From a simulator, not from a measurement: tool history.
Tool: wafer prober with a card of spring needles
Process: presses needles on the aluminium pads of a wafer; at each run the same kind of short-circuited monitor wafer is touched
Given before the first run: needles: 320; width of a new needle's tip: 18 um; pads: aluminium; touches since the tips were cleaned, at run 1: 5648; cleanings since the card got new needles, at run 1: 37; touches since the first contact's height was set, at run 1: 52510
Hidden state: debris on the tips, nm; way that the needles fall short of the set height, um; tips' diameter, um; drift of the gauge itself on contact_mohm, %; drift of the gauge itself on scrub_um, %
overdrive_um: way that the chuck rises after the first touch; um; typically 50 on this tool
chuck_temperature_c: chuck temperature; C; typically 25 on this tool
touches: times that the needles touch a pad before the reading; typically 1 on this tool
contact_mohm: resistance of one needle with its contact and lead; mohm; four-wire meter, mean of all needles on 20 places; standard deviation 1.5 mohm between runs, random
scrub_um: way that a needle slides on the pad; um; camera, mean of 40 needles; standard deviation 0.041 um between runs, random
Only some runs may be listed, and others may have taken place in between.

run,day,overdrive_um,chuck_temperature_c,touches,touches since the tips were cleaned,cleanings since the card got new needles,touches since the first contact's height was set,contact_mohm,scrub_um
1,0.000,50,25,1,5648,37,52510,145,9.47
# day 0.283: tips cleaned on abrasive film
2,0.712,50,25,1,4823,38,60482,144,9.44
# day 1.029: tips cleaned on abrasive film
3,1.346,50,25,1,3587,39,67599,147,9.40
# day 1.800: tips cleaned on abrasive film
4,2.029,50,25,1,2557,40,75239,147,9.40
# day 2.575: tips cleaned on abrasive film
5,2.767,50,25,1,2139,41,83510,144,9.44
# day 3.312: tips cleaned on abrasive film
6,3.550,50,25,1,2652,42,92287,145,9.46
# day 4.117: tips cleaned on abrasive film
7,4.429,50,25,1,3524,43,102174,146,9.41
# day 4.871: tips cleaned on abrasive film
8,5.058,60,25,1,2110,44,109225,141,11.30
# day 5.612: tips cleaned on abrasive film
9,5.612,60,25,1,15,45,115428,141,11.29
10,6.296,60,25,1,7707,45,123120,142,11.27
# day 6.367: tips cleaned on abrasive film
11,6.696,60,25,1,3717,46,127573,140,11.29
# day 7.112: tips cleaned on abrasive film
12,7.221,50,25,1,1231,47,133450,145,9.37
# day 7.917: tips cleaned on abrasive film
# day 7.929: height of the first contact set anew
13,8.050,50,26,1,1344,48,1344,144,9.45
# day 8.692: tips cleaned on abrasive film
14,8.758,50,26,1,731,49,9290,143,9.41
# day 9.450: tips cleaned on abrasive film
15,9.542,50,25,2,1043,50,18091,144,9.33
# day 10.188: tips cleaned on abrasive film
16,10.367,50,25,1,1998,51,27321,144,9.42
# day 10.962: tips cleaned on abrasive film
17,11.025,50,25,1,723,52,34705,144,9.35
# day 11.717: tips cleaned on abrasive film
18,11.829,61,25,2,1284,53,43724,142,11.36
# day 12.458: tips cleaned on abrasive film
19,12.662,31,29,2,2304,54,53092,164,5.80
# day 13.204: tips cleaned on abrasive film
20,13.554,50,51,1,3959,55,63090,151,9.34
# day 13.992: tips cleaned on abrasive film
21,14.154,50,95,2,1852,56,69812,161,9.29
# day 14.725: tips cleaned on abrasive film
22,15.088,30,36,1,4073,57,80267,166,5.61
# day 15.483: tips cleaned on abrasive film
23,15.483,30,36,1,0,58,84686,170,5.55
24,16.104,30,36,1,6984,58,91670,168,5.60
# day 16.238: tips cleaned on abrasive film
25,16.796,50,36,2,6276,59,99447,147,9.30
# day 16.979: tips cleaned on abrasive film
26,17.642,37,37,3,7458,60,108919,156,6.88
# day 17.712: tips cleaned on abrasive film
27,18.083,66,89,1,4207,61,113881,148,12.24
# day 18.475: tips cleaned on abrasive film
28,18.721,66,89,1,2797,62,121016,149,12.15
29,19.104,66,89,1,7119,62,125338,149,12.29
# day 19.254: tips cleaned on abrasive film
30,19.542,66,89,1,3221,63,130213,148,12.28
# day 19.992: tips cleaned on abrasive film
31,19.992,66,89,1,0,64,135250,148,12.25
# day 20.550: height of the first contact set anew
32,20.592,66,89,1,6609,64,484,152,12.23

Some steps in scrub_um between neighbouring runs. How much of each would the tool show without its hidden state too (settings, what came in, random variation), and how much is left for the hidden state, with any gauge scatter that isn't in both results?
Run 18 -> 19: overdrive_um 61 -> 31, chuck_temperature_c 25 -> 29, tips cleaned on abrasive film. scrub_um -5.56 um: hidden state +0.07, all else -5.63.
Run 24 -> 25: overdrive_um 30 -> 50, touches 1 -> 2, tips cleaned on abrasive film. scrub_um +3.70 um: hidden state -0.07, all else +3.77.
Run 26 -> 27: overdrive_um 37 -> 66, chuck_temperature_c 37 -> 89, touches 3 -> 1, tips cleaned on abrasive film. scrub_um +5.36 um: hidden state -0.10, all else +5.46.
